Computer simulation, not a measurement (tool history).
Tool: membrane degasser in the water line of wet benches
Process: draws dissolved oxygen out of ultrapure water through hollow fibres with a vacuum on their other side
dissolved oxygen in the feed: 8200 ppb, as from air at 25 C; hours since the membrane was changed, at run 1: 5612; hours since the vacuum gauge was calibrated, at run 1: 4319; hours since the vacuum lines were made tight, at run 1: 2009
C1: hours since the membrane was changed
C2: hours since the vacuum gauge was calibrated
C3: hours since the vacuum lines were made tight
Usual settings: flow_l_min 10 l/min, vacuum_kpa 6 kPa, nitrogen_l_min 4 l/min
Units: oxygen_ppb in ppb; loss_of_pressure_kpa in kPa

run 1 hour=0 | flow_l_min=10 vacuum_kpa=6 nitrogen_l_min=4 | C1=5612 C2=4319 C3=2009 | oxygen_ppb=46.5 loss_of_pressure_kpa=31.93
run 2 hour=96 | flow_l_min=10 vacuum_kpa=6 nitrogen_l_min=4 | C1=5708 C2=4415 C3=2105 | oxygen_ppb=47 loss_of_pressure_kpa=31.52
run 3 hour=256.3 | flow_l_min=10 vacuum_kpa=6 nitrogen_l_min=4 | C1=5868 C2=4575 C3=2265 | oxygen_ppb=46.1 loss_of_pressure_kpa=31.34
run 4 hour=420.3 | flow_l_min=10 vacuum_kpa=6 nitrogen_l_min=4 | C1=6032 C2=4739 C3=2429 | oxygen_ppb=47.2 loss_of_pressure_kpa=31.25
run 5 hour=518.6 | flow_l_min=10 vacuum_kpa=6 nitrogen_l_min=4 | C1=6130 C2=4838 C3=2527 | oxygen_ppb=46.5 loss_of_pressure_kpa=31.43
run 6 hour=690.2 | flow_l_min=10 vacuum_kpa=6 nitrogen_l_min=4 | C1=6302 C2=5009 C3=2699 | oxygen_ppb=47.6 loss_of_pressure_kpa=31.34
run 7 hour=812 | flow_l_min=10 vacuum_kpa=6 nitrogen_l_min=4 | C1=6424 C2=5131 C3=2821 | oxygen_ppb=46.8 loss_of_pressure_kpa=30.99
run 8 hour=888.5 | flow_l_min=15 vacuum_kpa=6 nitrogen_l_min=4 | C1=6500 C2=5207 C3=2897 | oxygen_ppb=138.4 loss_of_pressure_kpa=46.81
run 9 hour=987.6 | flow_l_min=15 vacuum_kpa=6 nitrogen_l_min=4 | C1=6599 C2=5307 C3=2996 | oxygen_ppb=140.8 loss_of_pressure_kpa=46.75
run 10 hour=1136 | flow_l_min=15 vacuum_kpa=6 nitrogen_l_min=4 | C1=6748 C2=5455 C3=3145 | oxygen_ppb=141.6 loss_of_pressure_kpa=46.38
run 11 hour=1253.3 | flow_l_min=15 vacuum_kpa=6 nitrogen_l_min=4 | C1=6865 C2=5572 C3=3262 | oxygen_ppb=140 loss_of_pressure_kpa=46.77
run 12 hour=1425.9 | flow_l_min=9 vacuum_kpa=6.26 nitrogen_l_min=2.31 | C1=7037 C2=5745 C3=3434 | oxygen_ppb=48.9 loss_of_pressure_kpa=27.94
run 13 hour=1556.3 | flow_l_min=10 vacuum_kpa=4.01 nitrogen_l_min=3.7 | C1=7168 C2=5875 C3=3565 | oxygen_ppb=34.6 loss_of_pressure_kpa=30.61
run 14 hour=1631.3 | flow_l_min=10 vacuum_kpa=13 nitrogen_l_min=6.85 | C1=7243 C2=5950 C3=3640 | oxygen_ppb=64.6 loss_of_pressure_kpa=31.02
run 15 hour=1783.2 | flow_l_min=11 vacuum_kpa=13.02 nitrogen_l_min=2.89 | C1=7395 C2=6102 C3=3792 | oxygen_ppb=129.6 loss_of_pressure_kpa=33.89
run 16 hour=1952.9 | flow_l_min=9 vacuum_kpa=9.48 nitrogen_l_min=2.72 | C1=7564 C2=6272 C3=3961 | oxygen_ppb=70.8 loss_of_pressure_kpa=27.5
run 17 hour=2055.2 | flow_l_min=6 vacuum_kpa=6 nitrogen_l_min=2.6 | C1=7667 C2=6374 C3=4064 | oxygen_ppb=18.7 loss_of_pressure_kpa=18.48
run 18 hour=2146.2 | flow_l_min=7 vacuum_kpa=7.6 nitrogen_l_min=2.6 | C1=7758 C2=6465 C3=4155 | oxygen_ppb=35.3 loss_of_pressure_kpa=21.38
-- hour=2169.8 gauge calibrated
run 19 hour=2289.4 | flow_l_min=10 vacuum_kpa=6 nitrogen_l_min=1.71 | C1=7901 C2=6608 C3=4298 | oxygen_ppb=67.6 loss_of_pressure_kpa=31.66
run 20 hour=2372.1 | flow_l_min=10 vacuum_kpa=4.85 nitrogen_l_min=1.71 | C1=7984 C2=6691 C3=4381 | oxygen_ppb=53.3 loss_of_pressure_kpa=31.34
run 21 hour=2542.6 | flow_l_min=10 vacuum_kpa=4.85 nitrogen_l_min=1.71 | C1=8154 C2=6862 C3=4551 | oxygen_ppb=51.1 loss_of_pressure_kpa=31.35
run 22 hour=2626.9 | flow_l_min=6 vacuum_kpa=7.38 nitrogen_l_min=9.29 | C1=8239 C2=6946 C3=4636 | oxygen_ppb=8.9 loss_of_pressure_kpa=18.89

Forecast each of these 4 alternatives for the next run:
run A hour=2761.3 | flow_l_min=10 vacuum_kpa=14.49 nitrogen_l_min=1.8 | C1=8373 C2=7080 C3=4770 | oxygen_ppb=? loss_of_pressure_kpa=?
run B hour=2761.3 | flow_l_min=10 vacuum_kpa=5.63 nitrogen_l_min=4 | C1=8373 C2=7080 C3=4770 | oxygen_ppb=? loss_of_pressure_kpa=?
run C hour=2761.3 | flow_l_min=11 vacuum_kpa=5.42 nitrogen_l_min=3.39 | C1=8373 C2=7080 C3=4770 | oxygen_ppb=? loss_of_pressure_kpa=?
run D hour=2761.3 | flow_l_min=12 vacuum_kpa=6.09 nitrogen_l_min=4 | C1=8373 C2=7080 C3=4770 | oxygen_ppb=? loss_of_pressure_kpa=?

run=A oxygen_ppb=177.2 loss_of_pressure_kpa=31.52
run=B oxygen_ppb=45.2 loss_of_pressure_kpa=31.4
run=C oxygen_ppb=59.2 loss_of_pressure_kpa=34.74
run=D oxygen_ppb=79.8 loss_of_pressure_kpa=37.64
Without the tool's hidden state the same runs would have given:
run=A oxygen_ppb=177.1 loss_of_pressure_kpa=31.77
run=B oxygen_ppb=45.1 loss_of_pressure_kpa=31.65
run=C oxygen_ppb=59.1 loss_of_pressure_kpa=35.02
run=D oxygen_ppb=79.7 loss_of_pressure_kpa=37.94
